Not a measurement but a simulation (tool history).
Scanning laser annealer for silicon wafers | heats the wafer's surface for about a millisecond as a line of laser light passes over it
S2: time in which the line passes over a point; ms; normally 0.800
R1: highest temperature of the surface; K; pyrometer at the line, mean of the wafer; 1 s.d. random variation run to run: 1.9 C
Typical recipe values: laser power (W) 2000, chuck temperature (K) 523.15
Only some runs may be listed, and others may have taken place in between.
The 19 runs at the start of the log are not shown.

run 20 hour=1242.1 | laser_power_(W)=1971 S2=0.810 chuck_temperature_(K)=549.15 | R1=1353.15
run 21 hour=1280.8 | laser_power_(W)=1971 S2=0.810 chuck_temperature_(K)=549.15 | R1=1349.15
run 22 hour=1334.2 | laser_power_(W)=1971 S2=0.793 chuck_temperature_(K)=510.15 | R1=1300.15
run 23 hour=1395.6 | laser_power_(W)=1876 S2=0.699 chuck_temperature_(K)=501.15 | R1=1203.15
run 24 hour=1474.6 | laser_power_(W)=1980 S2=0.810 chuck_temperature_(K)=509.15 | R1=1309.15
run 25 hour=1539.3 | laser_power_(W)=1980 S2=0.810 chuck_temperature_(K)=509.15 | R1=1308.15
run 26 hour=1578.5 | laser_power_(W)=1980 S2=0.810 chuck_temperature_(K)=509.15 | R1=1306.15
run 27 hour=1640.7 | laser_power_(W)=1833 S2=0.633 chuck_temperature_(K)=523.15 | R1=1162.15
run 28 hour=1694.5 | laser_power_(W)=1833 S2=0.633 chuck_temperature_(K)=523.15 | R1=1163.15
run 29 hour=1747.7 | laser_power_(W)=2075 S2=0.732 chuck_temperature_(K)=523.15 | R1=1306.15
-- hour=1794.8 optics aligned, line set to its width
-- hour=1807.2 window over the wafer cleaned
run 30 hour=1813.6 | laser_power_(W)=1986 S2=0.732 chuck_temperature_(K)=507.15 | R1=1286.15
run 31 hour=1878.8 | laser_power_(W)=1986 S2=0.732 chuck_temperature_(K)=507.15 | R1=1284.15
run 32 hour=1960.1 | laser_power_(W)=2000 S2=0.879 chuck_temperature_(K)=523.15 | R1=1391.15

Below are 5 alternative next runs, each starting from the tool's condition after run 32. Predict each:
run A hour=2012.2 | laser_power_(W)=1811 S2=0.948 chuck_temperature_(K)=517.15 | R1=?
run B hour=2012.2 | laser_power_(W)=1962 S2=0.594 chuck_temperature_(K)=523.15 | R1=?
run C hour=2012.2 | laser_power_(W)=2114 S2=0.570 chuck_temperature_(K)=523.15 | R1=?
run D hour=2012.2 | laser_power_(W)=1740 S2=0.669 chuck_temperature_(K)=522.15 | R1=?
run E hour=2012.2 | laser_power_(W)=2193 S2=0.823 chuck_temperature_(K)=494.15 | R1=?

run=A R1=1343.15
run=B R1=1200.15
run=C R1=1234.15
run=D R1=1170.15
run=E R1=1404.15
Had the tool no hidden state, the same runs would have come out as:
run=A R1=1356.15
run=B R1=1211.15
run=C R1=1245.15
run=D R1=1180.15
run=E R1=1419.15
